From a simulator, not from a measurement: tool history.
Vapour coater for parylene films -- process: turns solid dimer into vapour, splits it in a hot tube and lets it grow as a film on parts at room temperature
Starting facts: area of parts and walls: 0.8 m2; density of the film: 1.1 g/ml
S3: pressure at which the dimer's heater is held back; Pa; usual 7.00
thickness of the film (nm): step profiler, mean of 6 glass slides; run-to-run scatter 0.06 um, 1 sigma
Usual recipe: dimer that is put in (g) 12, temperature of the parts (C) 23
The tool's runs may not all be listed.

run 1 hour=0.0 | dimer_that_is_put_in_(g)=12 temperature_of_the_parts_(C)=23 S3=7.00 | thickness_of_the_film_(nm)=6460
-- hour=34.0 trap's valve overhauled
run 2 hour=88.4 | dimer_that_is_put_in_(g)=12 temperature_of_the_parts_(C)=23 S3=7.00 | thickness_of_the_film_(nm)=7080
run 3 hour=172.4 | dimer_that_is_put_in_(g)=12 temperature_of_the_parts_(C)=23 S3=7.23 | thickness_of_the_film_(nm)=6880
run 4 hour=241.1 | dimer_that_is_put_in_(g)=12 temperature_of_the_parts_(C)=23 S3=7.00 | thickness_of_the_film_(nm)=6720
run 5 hour=309.6 | dimer_that_is_put_in_(g)=12 temperature_of_the_parts_(C)=23 S3=7.00 | thickness_of_the_film_(nm)=6600
run 6 hour=370.8 | dimer_that_is_put_in_(g)=12 temperature_of_the_parts_(C)=23 S3=7.00 | thickness_of_the_film_(nm)=6580
-- hour=405.0 trap's valve overhauled
run 7 hour=455.9 | dimer_that_is_put_in_(g)=12 temperature_of_the_parts_(C)=23 S3=7.00 | thickness_of_the_film_(nm)=6830
run 8 hour=507.2 | dimer_that_is_put_in_(g)=12 temperature_of_the_parts_(C)=23 S3=7.00 | thickness_of_the_film_(nm)=7000
run 9 hour=574.1 | dimer_that_is_put_in_(g)=12 temperature_of_the_parts_(C)=23 S3=7.00 | thickness_of_the_film_(nm)=6920
run 10 hour=611.2 | dimer_that_is_put_in_(g)=12 temperature_of_the_parts_(C)=23 S3=7.00 | thickness_of_the_film_(nm)=6710
run 11 hour=647.0 | dimer_that_is_put_in_(g)=12 temperature_of_the_parts_(C)=23 S3=7.00 | thickness_of_the_film_(nm)=6740
run 12 hour=714.7 | dimer_that_is_put_in_(g)=17 temperature_of_the_parts_(C)=23 S3=7.00 | thickness_of_the_film_(nm)=9180
run 13 hour=761.8 | dimer_that_is_put_in_(g)=17 temperature_of_the_parts_(C)=23 S3=7.00 | thickness_of_the_film_(nm)=9000
-- hour=778.1 trap's valve overhauled
run 14 hour=814.8 | dimer_that_is_put_in_(g)=12 temperature_of_the_parts_(C)=23 S3=4.40 | thickness_of_the_film_(nm)=7680
run 15 hour=897.2 | dimer_that_is_put_in_(g)=12 temperature_of_the_parts_(C)=23 S3=4.40 | thickness_of_the_film_(nm)=7530
run 16 hour=973.4 | dimer_that_is_put_in_(g)=12 temperature_of_the_parts_(C)=23 S3=4.40 | thickness_of_the_film_(nm)=7290
run 17 hour=1047.7 | dimer_that_is_put_in_(g)=12 temperature_of_the_parts_(C)=23 S3=2.11 | thickness_of_the_film_(nm)=8120
run 18 hour=1107.9 | dimer_that_is_put_in_(g)=12 temperature_of_the_parts_(C)=23 S3=2.11 | thickness_of_the_film_(nm)=8080
-- hour=1153.0 trap's valve overhauled
run 19 hour=1163.1 | dimer_that_is_put_in_(g)=9 temperature_of_the_parts_(C)=18 S3=7.45 | thickness_of_the_film_(nm)=6560
run 20 hour=1242.4 | dimer_that_is_put_in_(g)=9 temperature_of_the_parts_(C)=18 S3=7.45 | thickness_of_the_film_(nm)=6440
run 21 hour=1322.1 | dimer_that_is_put_in_(g)=12 temperature_of_the_parts_(C)=26 S3=4.15 | thickness_of_the_film_(nm)=6760
run 22 hour=1394.1 | dimer_that_is_put_in_(g)=5 temperature_of_the_parts_(C)=22 S3=7.00 | thickness_of_the_film_(nm)=2950
run 23 hour=1469.8 | dimer_that_is_put_in_(g)=5 temperature_of_the_parts_(C)=22 S3=7.00 | thickness_of_the_film_(nm)=2880
-- hour=1523.8 trap's valve overhauled
run 24 hour=1542.9 | dimer_that_is_put_in_(g)=12 temperature_of_the_parts_(C)=16 S3=3.86 | thickness_of_the_film_(nm)=10520
run 25 hour=1585.1 | dimer_that_is_put_in_(g)=21 temperature_of_the_parts_(C)=16 S3=2.96 | thickness_of_the_film_(nm)=19000
run 26 hour=1648.2 | dimer_that_is_put_in_(g)=21 temperature_of_the_parts_(C)=16 S3=2.96 | thickness_of_the_film_(nm)=18610
run 27 hour=1698.8 | dimer_that_is_put_in_(g)=21 temperature_of_the_parts_(C)=16 S3=2.96 | thickness_of_the_film_(nm)=18170
run 28 hour=1764.0 | dimer_that_is_put_in_(g)=21 temperature_of_the_parts_(C)=16 S3=2.96 | thickness_of_the_film_(nm)=17920
-- hour=1795.8 table's thermometer calibrated
run 29 hour=1810.7 | dimer_that_is_put_in_(g)=12 temperature_of_the_parts_(C)=24 S3=7.00 | thickness_of_the_film_(nm)=6180
run 30 hour=1862.0 | dimer_that_is_put_in_(g)=12 temperature_of_the_parts_(C)=28 S3=5.58 | thickness_of_the_film_(nm)=5390
-- hour=1895.6 trap's valve overhauled
run 31 hour=1922.0 | dimer_that_is_put_in_(g)=12 temperature_of_the_parts_(C)=28 S3=5.58 | thickness_of_the_film_(nm)=6020
run 32 hour=1988.3 | dimer_that_is_put_in_(g)=12 temperature_of_the_parts_(C)=28 S3=5.58 | thickness_of_the_film_(nm)=5800
run 33 hour=2058.3 | dimer_that_is_put_in_(g)=7 temperature_of_the_parts_(C)=18 S3=2.13 | thickness_of_the_film_(nm)=5800
run 34 hour=2113.8 | dimer_that_is_put_in_(g)=8 temperature_of_the_parts_(C)=18 S3=9.06 | thickness_of_the_film_(nm)=5200
run 35 hour=2172.3 | dimer_that_is_put_in_(g)=9 temperature_of_the_parts_(C)=23 S3=10.28 | thickness_of_the_film_(nm)=4590
run 36 hour=2230.1 | dimer_that_is_put_in_(g)=9 temperature_of_the_parts_(C)=23 S3=10.28 | thickness_of_the_film_(nm)=4470

Branching from run 36: 3 alternative next runs. What would each branch give?
-- hour=2266.1 trap's valve overhauled
run A hour=2314.6 | dimer_that_is_put_in_(g)=9 temperature_of_the_parts_(C)=21 S3=10.28 | thickness_of_the_film_(nm)=?
-- hour=2266.1 trap's valve overhauled
run B hour=2314.6 | dimer_that_is_put_in_(g)=12 temperature_of_the_parts_(C)=23 S3=6.70 | thickness_of_the_film_(nm)=?
-- hour=2266.1 trap's valve overhauled
run C hour=2314.6 | dimer_that_is_put_in_(g)=9 temperature_of_the_parts_(C)=28 S3=10.28 | thickness_of_the_film_(nm)=?

run=A thickness_of_the_film_(nm)=5270
run=B thickness_of_the_film_(nm)=7090
run=C thickness_of_the_film_(nm)=4030
Without the tool's hidden state the same runs would have given:
run=A thickness_of_the_film_(nm)=5300
run=B thickness_of_the_film_(nm)=7130
run=C thickness_of_the_film_(nm)=4060

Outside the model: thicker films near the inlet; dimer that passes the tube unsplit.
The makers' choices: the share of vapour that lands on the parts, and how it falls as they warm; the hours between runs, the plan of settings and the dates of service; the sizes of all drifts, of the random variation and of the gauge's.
